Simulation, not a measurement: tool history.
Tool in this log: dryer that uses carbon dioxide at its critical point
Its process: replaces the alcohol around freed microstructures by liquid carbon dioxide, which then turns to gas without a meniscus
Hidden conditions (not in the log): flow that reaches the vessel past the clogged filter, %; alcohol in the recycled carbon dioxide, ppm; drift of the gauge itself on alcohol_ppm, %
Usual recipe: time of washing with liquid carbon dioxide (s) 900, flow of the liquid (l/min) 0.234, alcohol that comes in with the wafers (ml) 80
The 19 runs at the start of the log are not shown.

run	hour	time of washing with liquid carbon dioxide (s)	flow of the liquid (l/min)	alcohol that comes in with the wafers (ml)	hours of work since the filter was changed	hours of work since the purifier's bed was changed	alcohol left in the vessel before it's heated (ppm by volume)
20	955.9	900	0.234	51	375	613	483
21	988.9	900	0.234	51	389	626	505
22	1050.4	780	0.234	80	414	651	1530
23	1113.8	780	0.234	80	440	677	1481
24	1178.2	780	0.234	80	467	704	1507
25	1209.3	1320	0.266	26	479	717	82
26	1258.9	1020	0.372	80	500	737	94
27	1305.5	900	0.234	89	519	756	904
28	1342.4	900	0.234	89	534	771	929
# hour 1380.3: inlet filter changed
29	1399.8	1080	0.275	102	8	794	154
30	1435.5	720	0.234	27	23	809	643
31	1495.7	1020	0.359	35	47	834	108
32	1557	1260	0.234	112	73	859	180
33	1605.5	900	0.306	75	92	879	200
34	1674.4	1080	0.306	108	121	907	141
35	1709.4	1200	0.193	80	135	921	394
36	1748.4	600	0.213	80	151	937	5231

What does the tool deliver on the next run?
37	1782.7	600	0.213	80	165	951	?

Run 37 gave alcohol left in the vessel before it's heated (ppm by volume) 5301.
Take away the tool's hidden state, keep the run-to-run variation as it was, and the same run would have given alcohol left in the vessel before it's heated (ppm by volume) 4719.

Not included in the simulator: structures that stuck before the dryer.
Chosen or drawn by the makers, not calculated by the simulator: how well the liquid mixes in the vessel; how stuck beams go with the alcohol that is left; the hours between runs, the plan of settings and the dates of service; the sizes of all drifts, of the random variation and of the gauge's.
